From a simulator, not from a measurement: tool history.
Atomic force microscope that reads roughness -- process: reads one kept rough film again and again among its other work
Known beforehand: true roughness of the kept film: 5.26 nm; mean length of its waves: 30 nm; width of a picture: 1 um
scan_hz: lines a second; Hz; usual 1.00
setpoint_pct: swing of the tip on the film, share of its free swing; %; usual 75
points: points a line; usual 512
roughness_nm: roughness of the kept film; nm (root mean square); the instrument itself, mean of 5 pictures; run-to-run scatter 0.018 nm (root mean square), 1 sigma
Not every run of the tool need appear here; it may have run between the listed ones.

run,day,scan_hz,setpoint_pct,points,roughness_nm
1,0.000,1.00,75,512,3.450
2,1.108,1.00,75,397,3.298
3,2.183,1.00,75,397,3.134
4,2.667,1.00,65,397,3.112
5,3.608,1.00,65,397,3.015
6,4.725,1.00,65,397,2.905
7,5.200,1.00,75,419,2.784
# day 5.783: new tip fitted
8,6.321,1.00,75,419,4.195
9,7.154,1.70,58,881,4.111
10,7.988,1.70,58,359,3.942
11,8.733,0.66,63,1008,3.812
12,9.279,0.66,63,1008,3.763
13,10.029,1.37,56,556,3.585
14,11.008,1.37,56,556,3.420
15,12.112,1.37,56,556,3.294
16,12.675,1.54,86,449,2.981

Each run again, without the hidden state but with its own random variation kept:
What the log doesn't record here: radius of the tip, nm; height scale over the true one, %; drift of the gauge itself on roughness_nm, %.
run,roughness_nm
1,4.340
2,4.346
3,4.327
4,4.375
5,4.395
6,4.425
7,4.314
8,4.347
9,4.445
10,4.437
11,4.449
12,4.493
13,4.429
14,4.413
15,4.445
16,4.107

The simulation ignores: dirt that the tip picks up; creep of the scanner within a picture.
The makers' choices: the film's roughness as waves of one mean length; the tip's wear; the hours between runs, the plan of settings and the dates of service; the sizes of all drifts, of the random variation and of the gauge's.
